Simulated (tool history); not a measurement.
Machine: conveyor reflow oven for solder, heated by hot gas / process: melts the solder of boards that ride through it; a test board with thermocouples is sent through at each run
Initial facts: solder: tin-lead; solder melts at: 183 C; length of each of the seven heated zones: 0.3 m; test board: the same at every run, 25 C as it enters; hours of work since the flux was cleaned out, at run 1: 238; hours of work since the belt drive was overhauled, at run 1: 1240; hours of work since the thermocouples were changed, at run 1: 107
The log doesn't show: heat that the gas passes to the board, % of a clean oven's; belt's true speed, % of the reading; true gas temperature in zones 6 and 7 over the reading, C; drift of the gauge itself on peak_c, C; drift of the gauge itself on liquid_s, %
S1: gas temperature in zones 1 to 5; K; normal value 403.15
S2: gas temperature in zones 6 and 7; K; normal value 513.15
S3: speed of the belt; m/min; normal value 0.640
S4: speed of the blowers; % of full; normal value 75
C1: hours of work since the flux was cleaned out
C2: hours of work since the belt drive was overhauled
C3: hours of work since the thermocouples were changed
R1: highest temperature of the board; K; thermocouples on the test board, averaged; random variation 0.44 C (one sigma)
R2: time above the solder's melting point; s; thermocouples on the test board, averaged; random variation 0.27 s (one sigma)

run,hour,S1,S2,S3,S4,C1,C2,C3,R1,R2
1,0.0,403.15,513.15,0.640,75,238,1240,107,489.65,40.6
# hour 45.0: flux residue cleaned out of gas plates and filters
2,50.2,403.15,513.15,0.640,75,4,1274,141,491.25,41.5
3,113.6,403.15,527.15,0.640,75,52,1322,190,501.85,47.4
4,166.2,403.15,527.15,0.640,75,92,1363,230,502.35,47.3
5,200.3,403.15,527.15,0.640,75,118,1389,256,501.65,47.3
6,259.5,403.15,513.15,0.640,75,163,1434,301,490.05,40.6
7,327.2,403.15,513.15,0.640,75,215,1485,352,489.95,40.7
8,358.4,403.15,513.15,0.640,75,239,1509,376,489.15,40.2
# hour 366.2: belt drive overhauled, speed set with a stopwatch
# hour 404.4: flux residue cleaned out of gas plates and filters
9,432.9,403.15,513.15,0.640,75,22,47,426,491.65,42.4
10,491.6,401.15,513.15,0.640,75,66,92,471,489.95,41.5
11,555.3,401.15,513.15,0.640,75,115,140,519,490.05,41.3
12,607.6,401.15,513.15,0.640,75,155,180,559,489.05,41.6
13,647.2,401.15,513.15,0.640,75,185,210,589,489.75,41.4
14,681.0,401.15,513.15,0.640,75,211,236,615,489.75,41.2
# hour 690.5: belt drive overhauled, speed set with a stopwatch, once more
15,739.5,401.15,513.15,0.640,75,252,37,657,487.05,36.3
# hour 765.4: flux residue cleaned out of gas plates and filters
16,805.2,401.15,513.15,0.640,75,30,84,703,487.85,37.8
17,851.2,397.15,507.15,0.691,56,65,119,738,473.45,21.4
18,920.0,397.15,507.15,0.691,56,118,171,790,472.85,21.6
19,970.9,397.15,509.15,0.691,71,157,210,829,478.75,27.5
20,1009.7,403.15,518.15,0.606,75,186,240,859,493.95,43.9
# hour 1057.5: thermocouples of zones 6 and 7 changed
21,1057.7,403.15,518.15,0.606,75,221,275,0,495.55,45.4
22,1096.5,403.15,518.15,0.606,75,251,304,30,495.55,44.9
# hour 1123.6: flux residue cleaned out of gas plates and filters
23,1144.4,403.15,519.15,0.535,75,16,337,62,501.15,54.5
24,1189.7,403.15,519.15,0.535,75,50,371,97,500.65,55.2
25,1256.7,403.15,519.15,0.535,75,101,423,148,501.55,54.7
26,1318.3,403.15,519.15,0.535,75,148,469,195,501.35,55.6
27,1373.3,404.15,513.15,0.522,81,190,511,237,498.35,55.7
28,1411.2,416.15,508.15,0.522,81,219,540,266,495.15,57.8
# hour 1479.9: flux residue cleaned out of gas plates and filters
29,1482.1,393.15,518.15,0.527,77,2,591,316,500.35,52.7

Branching from run 29: 4 alternative next runs. What would each branch give?
A,1510.5,416.15,513.15,0.677,79,23,612,338,?,?
B,1510.5,404.15,518.15,0.746,77,23,612,338,?,?
C,1510.5,391.15,505.15,0.571,75,23,612,338,?,?
D,1510.5,393.15,521.15,0.552,75,23,612,338,?,?

run,R1,R2
A,490.45,41.5
B,487.15,32.6
C,485.15,39.1
D,499.75,50.4
Without the tool's unlogged condition, the same runs would have read:
run,R1,R2
A,490.85,40.9
B,487.35,32.1
C,485.45,38.5
D,500.05,49.6
